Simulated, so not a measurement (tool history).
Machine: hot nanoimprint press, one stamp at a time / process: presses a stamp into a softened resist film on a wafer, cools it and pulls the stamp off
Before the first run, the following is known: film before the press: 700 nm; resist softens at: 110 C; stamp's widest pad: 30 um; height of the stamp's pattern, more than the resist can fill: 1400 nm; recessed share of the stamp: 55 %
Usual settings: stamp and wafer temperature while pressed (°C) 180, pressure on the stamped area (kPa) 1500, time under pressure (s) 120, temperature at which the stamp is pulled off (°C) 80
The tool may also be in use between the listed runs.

run	day	stamp and wafer temperature while pressed (°C)	pressure on the stamped area (kPa)	time under pressure (s)	temperature at which the stamp is pulled off (°C)	resist left under the stamp's widest pad (Å)	greatest force while the stamp is pulled off (N)
1	0	180	1500	120	80	2847	165
2	0.917	180	1500	120	80	2860	167
3	1.696	180	1500	120	80	2841	175
4	2.521	180	1500	120	80	2830	178
5	3.179	180	1500	120	69	2840	208
6	4.342	180	1900	120	80	2522	187
7	5.554	180	1900	99	68	2727	214
8	6.621	188	1500	120	72	2108	212
# day 6.858: plate thermocouple calibrated
9	7.533	188	1500	120	73	2105	207
# day 8.138: stamp cleaned and given a new release coat
10	8.733	188	1500	120	73	2093	160
11	9.771	188	1500	120	73	2090	160

Forecast each of these 5 alternatives for the next run:
# day 10.292: plate thermocouple calibrated, once more
A	10.608	180	1500	98	80	?	?
# day 10.292: plate thermocouple calibrated, once more
B	10.608	188	1210	120	77	?	?
# day 10.292: plate thermocouple calibrated, once more
C	10.608	188	1500	150	73	?	?
# day 10.292: plate thermocouple calibrated, once more
D	10.608	179	1150	120	77	?	?
# day 10.292: plate thermocouple calibrated, once more
E	10.608	188	2290	120	73	?	?

run	resist left under the stamp's widest pad (Å)	greatest force while the stamp is pulled off (N)
A	3106	150
B	2407	159
C	1971	165
D	3382	154
E	1745	167
The same runs, with their run-to-run variation unchanged, on a tool lacking any hidden condition would have given:
run	resist left under the stamp's widest pad (Å)	greatest force while the stamp is pulled off (N)
A	3100	142
B	2404	150
C	1963	157
D	3383	146
E	1727	158
